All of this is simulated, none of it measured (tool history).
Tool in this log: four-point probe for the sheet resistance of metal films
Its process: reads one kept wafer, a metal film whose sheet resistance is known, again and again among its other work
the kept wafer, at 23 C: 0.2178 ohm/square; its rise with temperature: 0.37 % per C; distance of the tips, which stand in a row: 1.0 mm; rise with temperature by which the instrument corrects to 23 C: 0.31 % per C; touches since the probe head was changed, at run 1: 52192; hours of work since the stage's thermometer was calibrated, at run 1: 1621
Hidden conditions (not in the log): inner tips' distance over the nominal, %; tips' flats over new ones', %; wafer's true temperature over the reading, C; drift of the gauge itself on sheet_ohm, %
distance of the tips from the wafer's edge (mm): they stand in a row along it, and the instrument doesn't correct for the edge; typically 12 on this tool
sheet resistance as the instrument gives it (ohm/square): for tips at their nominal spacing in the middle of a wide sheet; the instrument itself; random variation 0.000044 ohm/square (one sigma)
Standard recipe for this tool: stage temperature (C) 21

run	hour	stage temperature (C)	distance of the tips from the wafer's edge (mm)	touches since the probe head was changed	hours of work since the stage's thermometer was calibrated	sheet resistance as the instrument gives it (ohm/square)
1	0	21	12	52192	1621	0.217424
2	55.7	21	12	53010	1654	0.217453
3	125.3	21	12	54031	1696	0.21743
4	192.7	21	12	55019	1736	0.217429
5	297.1	21	12	56552	1797	0.217353
6	390.1	21	10	57917	1852	0.217666
7	494.1	21	10	59443	1914	0.217577
8	546.2	21	10	60207	1945	0.217554
9	649.6	21	10	61724	2006	0.217529
10	725.7	21	10	62841	2051	0.217504
11	829.7	21	10	64367	2113	0.217438
12	927.5	21	12	65803	2171	0.217126
13	986.4	21	12	66667	2205	0.216986
14	1041.3	21	12	67473	2238	0.216992
15	1112.9	21	12	68523	2280	0.216978
# hour 1119.1: stage's thermometer calibrated
16	1160.6	21	12	69217	25	0.21668
17	1212.3	21	10	69975	55	0.217046
18	1313.8	21	12	71465	115	0.216657
19	1396.4	21	12	72677	164	0.216632
20	1488.4	21	12	74026	219	0.216585
# hour 1551: stage's thermometer calibrated, once more
21	1566.2	21	15	75161	9	0.216887
22	1662.7	21	15	76577	66	0.21676
23	1714.3	21	15	77333	97	0.216727
24	1776.8	23	21	78252	134	0.216629
25	1871.9	23	21	79647	190	0.216641
26	1974.5	21	22	81153	251	0.216222
27	2030.6	19	12	81976	284	0.216623
28	2091.8	19	24	82874	320	0.215949
29	2182.1	26	53	84198	374	0.216737
30	2232.3	21	36	84935	403	0.216146
31	2308.9	33	25	86060	449	0.217738
32	2399.3	33	25	87386	502	0.217744
33	2488.5	28	20	88695	555	0.217137
34	2592.1	23	61	90216	616	0.216137
35	2696.5	23	61	91748	678	0.216117
36	2744.1	19	12	92447	706	0.216337
37	2827.9	19	12	93676	756	0.216278
38	2888.5	26	4	94564	792	0.223481
39	2938	26	26	95291	821	0.21653
40	3017.9	26	26	96464	868	0.216584
41	3124.2	21	22	98023	931	0.215845
42	3233	21	22	99620	996	0.215838
43	3280	21	22	100310	1024	0.2158
44	3334.6	30	9	101111	1056	0.21817
45	3386.2	30	9	101869	1086	0.218222

Predict each of these 4 candidate next runs independently; none follows another, all start after run 45:
A	3483.3	30	18	103294	1144	?
B	3483.3	20	7	103294	1144	?
C	3483.3	31	6	103294	1144	?
D	3483.3	18	9	103294	1144	?

run	sheet resistance as the instrument gives it (ohm/square)
A	0.217057
B	0.217618
C	0.220022
D	0.216481
Without the tool's unlogged condition, the same runs would have read:
run	sheet resistance as the instrument gives it (ohm/square)
A	0.219124
B	0.219695
C	0.222115
D	0.218549
